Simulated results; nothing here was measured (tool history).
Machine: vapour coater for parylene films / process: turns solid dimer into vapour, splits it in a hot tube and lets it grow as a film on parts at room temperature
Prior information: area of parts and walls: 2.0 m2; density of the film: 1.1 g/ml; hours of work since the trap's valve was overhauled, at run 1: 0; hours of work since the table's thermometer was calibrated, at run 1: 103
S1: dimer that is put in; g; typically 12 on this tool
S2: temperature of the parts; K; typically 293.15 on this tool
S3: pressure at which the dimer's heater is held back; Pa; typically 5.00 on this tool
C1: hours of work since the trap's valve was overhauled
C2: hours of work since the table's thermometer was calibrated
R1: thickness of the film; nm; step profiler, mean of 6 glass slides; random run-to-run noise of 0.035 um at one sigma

run	hour	S1	S2	S3	C1	C2	R1
1	0.0	12	293.15	5.00	0	103	3480
2	21.6	12	293.15	11.55	14	116	3040
3	47.6	12	293.15	11.55	30	132	3100
# hour 50.9: table's thermometer calibrated
4	79.0	12	293.15	5.00	49	17	3590
5	97.1	12	293.15	5.00	60	29	3580
6	114.6	12	294.15	3.09	71	40	3700
7	143.1	14	298.15	4.67	89	57	3560
8	158.8	14	298.15	4.67	99	67	3530
9	182.5	16	293.15	2.01	113	82	5590
# hour 186.1: table's thermometer calibrated, once more
10	210.8	16	293.15	2.01	130	15	5470

Consider 3 possible next runs. They are alternatives, not a sequence: every one starts from the tool as it was left by run 10. What does each give?
A	224.0	6	302.15	3.76	138	24	?
B	224.0	5	293.15	2.91	138	24	?
C	224.0	9	288.15	5.00	138	24	?

run	R1
A	1360
B	1620
C	3060
What these runs would have given with no unlogged condition in the tool:
run	R1
A	1390
B	1660
C	3130
